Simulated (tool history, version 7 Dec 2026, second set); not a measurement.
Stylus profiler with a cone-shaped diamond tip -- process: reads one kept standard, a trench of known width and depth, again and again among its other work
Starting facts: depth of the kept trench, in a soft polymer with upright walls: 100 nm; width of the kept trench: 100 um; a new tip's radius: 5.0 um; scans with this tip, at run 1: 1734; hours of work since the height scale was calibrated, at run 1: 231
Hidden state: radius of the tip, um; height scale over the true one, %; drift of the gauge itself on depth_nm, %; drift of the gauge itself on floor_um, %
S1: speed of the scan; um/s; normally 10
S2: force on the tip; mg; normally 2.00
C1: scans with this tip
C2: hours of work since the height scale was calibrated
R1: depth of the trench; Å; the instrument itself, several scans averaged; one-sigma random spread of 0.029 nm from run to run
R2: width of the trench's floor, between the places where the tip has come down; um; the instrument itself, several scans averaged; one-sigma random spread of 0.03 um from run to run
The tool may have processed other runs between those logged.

run     day  S1    S2    C1   C2      R1     R2
  1   0.000  10  2.00  1734  231  1009.9  97.81
  2   0.321  10  2.00  1761  235  1010.1  97.80
  3   0.625  10  2.00  1786  238  1009.9  97.82
  4   1.250  22  2.00  1838  245  1009.7  97.73
  5   1.633  22  3.61  1870  249  1014.3  97.74
  6   2.267  22  3.61  1923  256  1014.3  97.79
  7   2.625  22  3.61  1952  260  1013.5  97.77
  8   2.975  10  2.00  1982  264  1009.5  97.83
  9   3.271  31  2.00  2006  267  1009.9  97.65
 10   3.867   3  2.00  2056  274  1010.1  97.85
 11   4.238  10  2.00  2086  278  1010.3  97.82
 12   4.762  10  2.00  2130  284  1010.3  97.82
 13   5.050  10  4.96  2154  287  1017.6  97.81
 14   5.325  10  4.96  2177  290  1016.8  97.84
 15   5.833  10  4.96  2219  296  1017.7  97.76
 16   6.446  10  0.82  2270  303  1006.4  97.71
 17   6.783  10  2.00  2299  306  1010.1  97.73
 18   7.208  10  2.00  2334  311  1010.9  97.73
 19   7.792   5  2.00  2382  318  1010.4  97.78
 20   8.054  10  2.00  2404  321  1010.4  97.75
 21   8.354   6  2.00  2429  324  1010.1  97.77
 22   8.642  10  2.00  2453  327  1010.0  97.77
 23   9.196  10  2.00  2499  333  1010.4  97.76
 24   9.517  10  0.72  2526  337  1006.3  97.75
 25  10.042  30  3.54  2570  343  1014.5  97.67
 26  10.488   7  2.48  2607  347  1011.6  97.81
 27  10.771   6  1.27  2630  351  1007.8  97.79
 28  11.371   4  0.75  2680  357  1005.8  97.83
 29  11.888   4  0.75  2723  363  1006.4  97.75
     11.962  -- height scale calibrated on a step standard
 30  12.371   4  1.34  2762    5  1009.8  97.75
 31  12.829   5  1.39  2800   10  1009.7  97.77
 32  13.283   5  1.39  2838   15  1009.8  97.73
 33  13.646   4  1.01  2868   19  1008.3  97.70
 34  14.150  13  0.70  2910   24  1007.2  97.67
     14.346  -- height scale calibrated on a step standard, once more
 35  14.746  13  0.70  2958    4  1004.6  97.70
 36  15.017  13  0.70  2980    7  1003.6  97.64
 37  15.350  10  1.05  3008   11  1005.2  97.70
 38  15.862  19  1.81  3050   17  1008.1  97.64
 39  16.212   9  1.69  3080   21  1007.6  97.70
 40  16.546   5  3.72  3108   24  1013.1  97.71
 41  16.804  10  3.60  3129   27  1012.4  97.78
 42  17.150   4  4.77  3158   31  1015.4  97.74
 43  17.408  36  1.39  3179   34  1006.6  97.55
 44  17.879   2  3.54  3218   39  1013.0  97.75
 45  18.367   2  3.54  3259   45  1012.2  97.75
 46  18.662  10  0.72  3284   48  1004.9  97.64
 47  19.096  10  0.72  3320   53  1004.5  97.70

Below are 3 alternative next runs, each starting from the tool's condition after run 47. Predict each:
  A  19.525  24  0.75  3355  57   ?   ?
  B  19.525  26  2.62  3355  57   ?   ?
  C  19.525   4  0.72  3355  57   ?   ?

run      R1     R2
  A  1004.7  97.57
  B  1010.3  97.63
  C  1004.9  97.72
Had the tool no hidden state, the same runs would have come out as:
run      R1     R2
  A  1004.7  97.82
  B  1010.4  97.88
  C  1004.9  97.97

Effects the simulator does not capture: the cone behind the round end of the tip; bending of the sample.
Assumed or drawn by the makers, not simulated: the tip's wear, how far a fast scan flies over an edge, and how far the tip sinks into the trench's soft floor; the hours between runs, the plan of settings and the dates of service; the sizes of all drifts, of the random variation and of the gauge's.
